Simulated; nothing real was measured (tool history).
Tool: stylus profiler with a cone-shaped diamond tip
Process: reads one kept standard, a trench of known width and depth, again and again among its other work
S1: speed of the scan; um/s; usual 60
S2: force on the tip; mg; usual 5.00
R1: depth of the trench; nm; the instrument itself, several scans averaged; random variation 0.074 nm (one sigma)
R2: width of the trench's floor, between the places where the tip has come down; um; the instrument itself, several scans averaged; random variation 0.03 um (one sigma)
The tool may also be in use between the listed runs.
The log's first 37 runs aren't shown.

run,hour,S1,S2,R1,R2
38,515.2,194,14.86,206.41,16.40
39,529.5,36,3.23,202.40,16.72
40,545.9,36,3.23,202.31,16.68
41,554.2,81,5.67,203.42,16.58
42,564.8,81,5.67,203.30,16.56
43,573.9,77,5.00,203.04,16.56
44,588.8,77,5.00,203.02,16.56
45,607.7,16,7.30,203.89,16.90
46,619.7,16,7.30,203.90,16.87

3 ways to go on from here, each from the tool as it stands after run 46. What would each give?
A,628.9,114,3.18,?,?
B,628.9,16,2.91,?,?
C,628.9,89,6.06,?,?

run,R1,R2
A,202.14,16.28
B,202.05,16.82
C,203.41,16.55
Without the tool's hidden state the same runs would have given:
run,R1,R2
A,202.28,16.56
B,202.19,17.10
C,203.55,16.84
